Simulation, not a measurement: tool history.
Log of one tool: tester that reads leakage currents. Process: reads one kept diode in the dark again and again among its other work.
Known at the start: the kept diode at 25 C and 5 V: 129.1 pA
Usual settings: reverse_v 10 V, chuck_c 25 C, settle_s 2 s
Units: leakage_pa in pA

Run 1, day 0: usual settings. Result: leakage_pa 175.7 pA.
Run 2, day 2.842: usual settings. Result: leakage_pa 178.23 pA.
Run 3, day 9.004: usual settings. Result: leakage_pa 180.29 pA.
Run 4, day 13.858: usual settings. Result: leakage_pa 183.65 pA.
Run 5, day 19.375: usual settings. Result: leakage_pa 187.64 pA.
Run 6, day 25.838: usual settings. Result: leakage_pa 190.79 pA.
At day 27.129: chuck's temperature calibrated.
Run 7, day 28.708: usual settings. Result: leakage_pa 177.1 pA.
Run 8, day 35.05: usual settings. Result: leakage_pa 179.83 pA.
Run 9, day 37.871: usual settings. Result: leakage_pa 182.41 pA.
Run 10, day 44.125: usual settings. Result: leakage_pa 186.41 pA.
Run 11, day 50.483: usual settings. Result: leakage_pa 189.44 pA.
Run 12, day 54.358: usual settings. Result: leakage_pa 190.86 pA.
At day 55.254: probe card cleaned and baked.
At day 60.021: chuck's temperature calibrated.
Run 13, day 60.825: usual settings but chuck_c 44 C. Result: leakage_pa 682.61 pA.
Run 14, day 67.417: usual settings but reverse_v 17.7 V, chuck_c 44 C. Result: leakage_pa 834.75 pA.
Run 15, day 72.942: usual settings but reverse_v 17.7 V, chuck_c 44 C. Result: leakage_pa 842.23 pA.
Run 16, day 75.821: usual settings. Result: leakage_pa 169.01 pA.
Run 17, day 80.946: usual settings. Result: leakage_pa 170.93 pA.
At day 83.725: tester calibrated.
Run 18, day 83.725: usual settings but reverse_v 3.5 V, settle_s 0.8 s. Result: leakage_pa 124.53 pA.
Run 19, day 88.858: usual settings but reverse_v 3.5 V, chuck_c 22 C, settle_s 1.17 s. Result: leakage_pa 99.2 pA.
At day 93.038: chuck's temperature calibrated.
Run 20, day 93.15: usual settings but reverse_v 3.5 V, chuck_c 22 C, settle_s 1.17 s. Result: leakage_pa 93.72 pA.
Run 21, day 97.75: usual settings but reverse_v 2.9 V, chuck_c 22 C, settle_s 1.17 s. Result: leakage_pa 89.2 pA.
Run 22, day 103.929: usual settings but reverse_v 2.9 V, chuck_c 22 C, settle_s 1.17 s. Result: leakage_pa 91.02 pA.
Run 23, day 106.992: usual settings but reverse_v 1.4 V, chuck_c 33 C, settle_s 1.06 s. Result: leakage_pa 170.35 pA.
Run 24, day 112.938: usual settings but reverse_v 1.4 V, chuck_c 33 C, settle_s 1.06 s. Result: leakage_pa 172.71 pA.
Run 25, day 117.1: usual settings but reverse_v 1.5 V, chuck_c 20 C, settle_s 1.12 s. Result: leakage_pa 63.7 pA.
Run 26, day 121.179: usual settings but reverse_v 1.5 V, chuck_c 20 C, settle_s 1.12 s. Result: leakage_pa 64.73 pA.
Run 27, day 124.092: usual settings but reverse_v 1.5 V, chuck_c 20 C, settle_s 0.57 s. Result: leakage_pa 65.26 pA.
At day 125.883: chuck's temperature calibrated.
Run 28, day 129.133: usual settings but reverse_v 1.5 V, chuck_c 20 C, settle_s 0.57 s. Result: leakage_pa 62.32 pA.
Run 29, day 133.396: usual settings but reverse_v 1.5 V, chuck_c 20 C, settle_s 0.57 s. Result: leakage_pa 62.78 pA.
Run 30, day 138.05: usual settings but reverse_v 1.4 V. Result: leakage_pa 91.09 pA.
Run 31, day 141.938: usual settings but reverse_v 1.4 V. Result: leakage_pa 92.97 pA.

3 ways to go on from here, each from the tool as it stands after run 31. What would each give?
Run A, day 144.888: usual settings but reverse_v 3.8 V, settle_s 1.05 s. Result: leakage_pa ?.
Run B, day 144.888: usual settings but reverse_v 8.3 V, chuck_c 34 C, settle_s 4.96 s. Result: leakage_pa ?.
Run C, day 144.888: usual settings but reverse_v 2.6 V, chuck_c 58 C. Result: leakage_pa ?.

run  leakage_pa
  A      132.37
  B      339.35
  C     1244.58
Without the tool's hidden state the same runs would have given:
run  leakage_pa
  A      119.86
  B       310.5
  C     1192.77
